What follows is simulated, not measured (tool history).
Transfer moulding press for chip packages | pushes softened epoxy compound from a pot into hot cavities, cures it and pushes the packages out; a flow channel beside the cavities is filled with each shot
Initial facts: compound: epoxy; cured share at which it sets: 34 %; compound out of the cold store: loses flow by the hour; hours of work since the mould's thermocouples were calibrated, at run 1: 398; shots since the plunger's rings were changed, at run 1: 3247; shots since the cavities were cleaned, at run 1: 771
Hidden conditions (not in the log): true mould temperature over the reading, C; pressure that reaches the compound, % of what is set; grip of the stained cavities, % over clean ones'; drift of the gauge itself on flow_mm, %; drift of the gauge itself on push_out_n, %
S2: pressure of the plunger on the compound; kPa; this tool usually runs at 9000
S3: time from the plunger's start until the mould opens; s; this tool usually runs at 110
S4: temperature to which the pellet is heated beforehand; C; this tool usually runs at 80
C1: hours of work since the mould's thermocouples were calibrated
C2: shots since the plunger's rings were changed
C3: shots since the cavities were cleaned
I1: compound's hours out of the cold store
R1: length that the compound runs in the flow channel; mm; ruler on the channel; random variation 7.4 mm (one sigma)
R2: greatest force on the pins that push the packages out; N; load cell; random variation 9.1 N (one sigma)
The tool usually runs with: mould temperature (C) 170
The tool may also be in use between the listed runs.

run 1 hour=0 | mould_temperature_(C)=170 S2=9000 S3=110 S4=80 | C1=398 C2=3247 C3=771 | I1=17.8 | R1=933 R2=433
run 2 hour=18.7 | mould_temperature_(C)=170 S2=9000 S3=110 S4=80 | C1=406 C2=3387 C3=911 | I1=46.6 | R1=815 R2=399
-- hour=21.7 cavities cleaned with cleaning compound and waxed
run 3 hour=48.4 | mould_temperature_(C)=177 S2=9000 S3=110 S4=80 | C1=419 C2=3599 C3=200 | I1=34.1 | R1=826 R2=316
run 4 hour=69.9 | mould_temperature_(C)=170 S2=7330 S3=110 S4=80 | C1=429 C2=3761 C3=362 | I1=42.7 | R1=743 R2=408
run 5 hour=102 | mould_temperature_(C)=170 S2=9570 S3=110 S4=80 | C1=444 C2=4002 C3=603 | I1=38.9 | R1=870 R2=394
run 6 hour=127.8 | mould_temperature_(C)=170 S2=9000 S3=110 S4=80 | C1=455 C2=4196 C3=797 | I1=10 | R1=951 R2=438
-- hour=146.1 cavities cleaned with cleaning compound and waxed
run 7 hour=159.3 | mould_temperature_(C)=170 S2=9000 S3=110 S4=80 | C1=469 C2=4422 C3=100 | I1=20.1 | R1=914 R2=414
run 8 hour=174.1 | mould_temperature_(C)=170 S2=9160 S3=110 S4=80 | C1=476 C2=4533 C3=211 | I1=34.8 | R1=856 R2=395
run 9 hour=192.7 | mould_temperature_(C)=170 S2=9160 S3=110 S4=80 | C1=484 C2=4673 C3=351 | I1=13 | R1=937 R2=433
run 10 hour=223.6 | mould_temperature_(C)=170 S2=9000 S3=110 S4=88 | C1=499 C2=4905 C3=583 | I1=34.4 | R1=866 R2=398
run 11 hour=248.6 | mould_temperature_(C)=170 S2=10350 S3=110 S4=80 | C1=510 C2=5093 C3=771 | I1=35.8 | R1=907 R2=397
-- hour=269.1 cavities cleaned with cleaning compound and waxed
run 12 hour=279 | mould_temperature_(C)=170 S2=10350 S3=110 S4=70 | C1=523 C2=5311 C3=75 | I1=18.8 | R1=984 R2=445
run 13 hour=306.8 | mould_temperature_(C)=170 S2=9000 S3=110 S4=89 | C1=536 C2=5520 C3=284 | I1=41.9 | R1=832 R2=411
run 14 hour=330 | mould_temperature_(C)=170 S2=9000 S3=110 S4=89 | C1=546 C2=5694 C3=458 | I1=20.4 | R1=913 R2=401
run 15 hour=361.7 | mould_temperature_(C)=170 S2=10650 S3=110 S4=82 | C1=561 C2=5932 C3=696 | I1=13.9 | R1=1023 R2=436
run 16 hour=385.9 | mould_temperature_(C)=170 S2=10990 S3=116 S4=80 | C1=572 C2=6114 C3=878 | I1=34 | R1=965 R2=388
-- hour=394.8 cavities cleaned with cleaning compound and waxed
run 17 hour=403.6 | mould_temperature_(C)=163 S2=8370 S3=124 S4=80 | C1=579 C2=6236 C3=66 | I1=38.1 | R1=843 R2=511
-- hour=435.3 mould's thermocouples calibrated
run 18 hour=435.5 | mould_temperature_(C)=163 S2=8370 S3=124 S4=80 | C1=0 C2=6461 C3=291 | I1=27.4 | R1=879 R2=527
run 19 hour=452.5 | mould_temperature_(C)=170 S2=9000 S3=94 S4=78 | C1=8 C2=6589 C3=419 | I1=22.1 | R1=906 R2=601
-- hour=457.4 plunger's sealing rings changed
run 20 hour=482.1 | mould_temperature_(C)=164 S2=9000 S3=94 S4=77 | C1=20 C2=186 C3=623 | I1=41.5 | R1=866 R2=880
run 21 hour=513.3 | mould_temperature_(C)=166 S2=9000 S3=97 S4=77 | C1=34 C2=420 C3=857 | I1=15.8 | R1=950 R2=814

Run 22 has not been measured yet. What should we expect?
-- hour=523.1 cavities cleaned with cleaning compound and waxed
run 22 hour=534.3 | mould_temperature_(C)=175 S2=9150 S3=110 S4=80 | C1=43 C2=567 C3=85 | I1=29.9 | R1=? R2=?

{"run 22": {"R1": 857, "R2": 350}}
Take away the tool's hidden state, keep the run-to-run variation as it was, and the same run would have given R1 857 mm, R2 349 N.
